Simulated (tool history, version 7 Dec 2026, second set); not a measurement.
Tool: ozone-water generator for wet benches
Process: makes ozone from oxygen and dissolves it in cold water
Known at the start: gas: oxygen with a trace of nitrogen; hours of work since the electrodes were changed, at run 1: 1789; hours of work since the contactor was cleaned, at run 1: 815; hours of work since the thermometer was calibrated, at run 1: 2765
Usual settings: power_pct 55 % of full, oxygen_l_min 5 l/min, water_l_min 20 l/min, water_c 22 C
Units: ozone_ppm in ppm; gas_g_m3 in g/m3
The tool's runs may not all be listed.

run,hour,power_pct,oxygen_l_min,water_l_min,water_c,hours of work since the electrodes were changed,hours of work since the contactor was cleaned,hours of work since the thermometer was calibrated,ozone_ppm,gas_g_m3
1,0,55,5,20,22,1789,815,2765,20.4,184
2,55.2,55,5,20,22,1842,868,2818,20.6,179.7
3,121.2,55,5,20,22,1906,932,2881,20.5,183.2
4,178.1,55,5,20,24,1961,986,2936,19.9,182.2
5,250.2,55,5,20,22,2030,1056,3005,20.1,182.2
6,295.2,55,5,20,22,2073,1099,3048,20.2,179.7
7,330.3,55,5,20,22,2107,1133,3082,20.3,181.4
8,397.6,55,3.73,20,22,2171,1197,3147,20.5,211
9,464.2,55,3.73,20,22,2235,1261,3210,20.1,213.2
10,499.5,55,3.73,20,22,2269,1295,3244,20.1,211.9
11,545.7,55,5,20,14,2314,1339,3289,22.4,179.2
# hour 579.4: water thermometer calibrated
12,614.7,55,5,20,27,2379,1405,34,18.9,180.9
13,682.1,55,5,20,27,2444,1470,99,18.6,181.7
14,746.6,55,7.42,20,22,2506,1532,161,19.5,143.3
15,776.6,55,7.42,20,22,2535,1561,189,19.6,143.9
16,836.4,55,7.42,20,22,2592,1618,247,19.7,144.3
17,906.1,55,8.6,13,29,2659,1685,314,20.6,132.5
18,945.6,55,8.6,12,20,2697,1723,352,25.9,132.5
19,984.1,55,5,16,22,2734,1760,389,23.5,177.9
20,1029.6,62,2.95,25,28,2778,1804,432,16.1,255.6
21,1062.2,55,2.72,15,20,2809,1835,464,25.1,249.3
22,1096.3,55,2.72,15,25,2842,1868,497,23.6,250.1
23,1152.7,55,2.72,15,25,2896,1922,551,23.8,251.3
24,1199.1,55,6.33,20,22,2941,1967,595,19.3,155.1
25,1238.4,55,5,13,22,2979,2004,633,26.2,177.8
26,1313,76,7.29,12,24,3050,2076,705,29.5,174
27,1379.2,47,5,28,27,3114,2140,768,12.7,160.5
28,1431.4,48,5,20,22,3164,2190,818,18.2,163.7
29,1483.7,48,5,20,22,3214,2240,869,18.5,162.2
30,1520.7,52,4.49,15,22,3250,2276,904,23.2,181.4
31,1573.9,55,5,25,22,3301,2327,955,16.3,176.1
32,1619.8,55,5,25,22,3345,2371,999,16.3,175.7

How the hidden state differs across the entries between the runs, from the last listed run before each to the first after it:
Between runs 11 and 12: water thermometer calibrated (hour 579.4)
  yield of the discharge, % of new electrodes': 93.4 -> 93.2; contactor's efficiency, % of a clean one's: 96.8 -> 96.6; true water temperature over the reading, C: 0.36 -> 0.07
  measured less the result without the state, ozone_ppm: -1.7 -> -1.4 ppm; gas_g_m3: -10.6 -> -11.1 g/m3
